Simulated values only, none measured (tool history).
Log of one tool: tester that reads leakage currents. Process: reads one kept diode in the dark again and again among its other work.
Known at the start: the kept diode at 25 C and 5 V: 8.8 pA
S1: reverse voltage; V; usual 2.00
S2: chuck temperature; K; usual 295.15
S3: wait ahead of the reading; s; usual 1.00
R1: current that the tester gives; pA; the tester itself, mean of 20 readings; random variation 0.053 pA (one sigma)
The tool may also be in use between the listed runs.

Run 1, day 0.000: usual settings. Result: R1 5.52 pA.
Run 2, day 1.354: usual settings. Result: R1 5.58 pA.
Run 3, day 2.538: usual settings but S1 3.82 V. Result: R1 7.88 pA.
Run 4, day 3.596: usual settings. Result: R1 5.84 pA.
Run 5, day 4.588: usual settings. Result: R1 5.81 pA.
Run 6, day 5.317: usual settings. Result: R1 5.65 pA.
Run 7, day 5.950: usual settings. Result: R1 5.78 pA.
Run 8, day 7.450: usual settings. Result: R1 5.81 pA.
Run 9, day 8.904: usual settings. Result: R1 5.83 pA.
Run 10, day 10.171: usual settings. Result: R1 5.98 pA.
Run 11, day 11.292: usual settings. Result: R1 5.92 pA.
Run 12, day 11.954: usual settings but S1 2.19 V, S2 318.15 K, S3 6.57 s. Result: R1 28.18 pA.
Run 13, day 12.925: usual settings but S1 12.85 V, S2 298.15 K, S3 1.48 s. Result: R1 18.99 pA.
Run 14, day 13.629: usual settings but S1 12.85 V, S2 298.15 K, S3 1.48 s. Result: R1 19.24 pA.
Run 15, day 14.729: usual settings but S1 12.85 V, S2 298.15 K, S3 1.48 s. Result: R1 19.40 pA.
Run 16, day 15.604: usual settings but S1 5.59 V, S3 0.45 s. Result: R1 12.69 pA.
Run 17, day 16.496: usual settings but S2 312.15 K, S3 0.31 s. Result: R1 19.80 pA.
Run 18, day 17.975: usual settings but S2 312.15 K, S3 0.31 s. Result: R1 20.04 pA.
Run 19, day 19.496: usual settings but S1 13.67 V, S2 312.15 K, S3 2.61 s. Result: R1 43.49 pA.
Run 20, day 20.221: usual settings but S1 13.67 V, S2 312.15 K, S3 2.61 s. Result: R1 43.71 pA.
Run 21, day 21.129: usual settings but S1 8.26 V, S2 297.15 K, S3 2.72 s. Result: R1 14.24 pA.
Run 22, day 22.054: usual settings but S3 1.75 s. Result: R1 5.97 pA.

4 ways to go on from here, each from the tool as it stands after run 22. What would each give?
Run A, day 22.879: usual settings but S1 2.10 V, S3 1.75 s. Result: R1 ?.
Run B, day 22.879: usual settings but S1 7.11 V, S2 302.15 K, S3 3.95 s. Result: R1 ?.
Run C, day 22.879: usual settings but S1 11.47 V, S2 298.15 K, S3 1.13 s. Result: R1 ?.
Run D, day 22.879: usual settings but S1 8.15 V, S2 298.15 K, S3 1.70 s. Result: R1 ?.

run     R1
  A   6.13
  B  17.17
  C  20.03
  D  15.67
Without the tool's hidden state the same runs would have given:
run     R1
  A   5.37
  B  14.44
  C  15.20
  D  12.31
